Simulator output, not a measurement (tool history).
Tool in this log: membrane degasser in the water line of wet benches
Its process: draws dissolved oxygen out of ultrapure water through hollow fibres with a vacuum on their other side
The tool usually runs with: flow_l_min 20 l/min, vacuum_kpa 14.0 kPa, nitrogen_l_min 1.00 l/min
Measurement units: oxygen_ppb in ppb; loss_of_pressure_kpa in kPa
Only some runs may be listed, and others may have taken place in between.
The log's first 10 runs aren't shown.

run      day  flow_l_min  vacuum_kpa  nitrogen_l_min  hours since the membrane was changed  hours since the vacuum gauge was calibrated  hours since the vacuum lines were made tight  oxygen_ppb  loss_of_pressure_kpa
 11   48.762          20        14.0            1.00                                  5303                                         1310                                          4832       460.7                 62.13
 12   53.229          20        14.0            1.00                                  5411                                         1417                                          4940       461.7                 62.39
 13   57.667          20         9.2            1.00                                  5517                                         1524                                          5046       262.8                 62.24
 14   60.750          20         9.2            1.00                                  5591                                         1597                                          5120       263.7                 62.06
 15   65.033          20        14.0            1.00                                  5694                                         1700                                          5223       462.0                 62.29
 16   68.496          20        10.0            1.00                                  5777                                         1783                                          5306       297.1                 62.13
 17   75.771          12        14.0            1.75                                  5951                                         1958                                          5481       175.6                 37.34
 18   81.504          27        19.0            1.63                                  6089                                         2096                                          5618       571.6                 84.43
 19   85.325          27        19.0            1.63                                  6181                                         2187                                          5710       572.3                 84.33
 20   92.275          26        27.1            1.00                                  6348                                         2354                                          5877      1183.4                 80.59
 21   97.796          20        20.3            0.65                                  6480                                         2487                                          6009       996.4                 62.47
 22  104.933          20        20.3            0.65                                  6651                                         2658                                          6180       994.8                 62.61
 23  108.683          20        10.8            1.00                                  6741                                         2748                                          6270       330.6                 62.17
 24  112.650          31        15.6            1.00                                  6837                                         2843                                          6366       768.9                 95.85
 25  119.750          16        30.6            1.00                                  7007                                         3014                                          6536       901.8                 50.08
 26  123.950          14        28.4            0.51                                  7108                                         3114                                          6637      1282.8                 44.01
 27  130.533          13        16.7            1.81                                  7266                                         3272                                          6795       227.8                 40.67
 28  134.292          13        16.1            1.81                                  7356                                         3363                                          6885       217.9                 40.49
 29  138.742          13        16.1            1.81                                  7463                                         3469                                          6992       217.8                 40.57
     139.904  -- vacuum gauge calibrated
 30  145.358          26        10.1            2.24                                  7621                                          131                                          7150       196.4                 80.81
 31  152.933          20        22.3            1.00                                  7803                                          313                                          7332       783.7                 62.02

Consider 5 possible next runs. They are alternatives, not a sequence: every one starts from the tool as it was left by run 31. What does each give?
  A  159.833          26        14.0            2.70                                  7969                                          478                                          7498           ?                     ?
  B  159.833          28        27.9            1.83                                  7969                                          478                                          7498           ?                     ?
  C  159.833          20        21.7            1.00                                  7969                                          478                                          7498           ?                     ?
  D  159.833          15        14.0            0.60                                  7969                                          478                                          7498           ?                     ?
  E  159.833          21        12.4            1.00                                  7969                                          478                                          7498           ?                     ?

run  oxygen_ppb  loss_of_pressure_kpa
  A       251.7                 80.83
  B       802.4                 87.28
  C       760.2                 62.19
  D       552.9                 46.95
  E       415.0                 65.14
Stripped of hidden state, with their random variation kept, the same runs would have yielded:
run  oxygen_ppb  loss_of_pressure_kpa
  A       251.6                 80.80
  B       802.2                 87.25
  C       760.1                 62.17
  D       552.8                 46.94
  E       414.9                 65.12
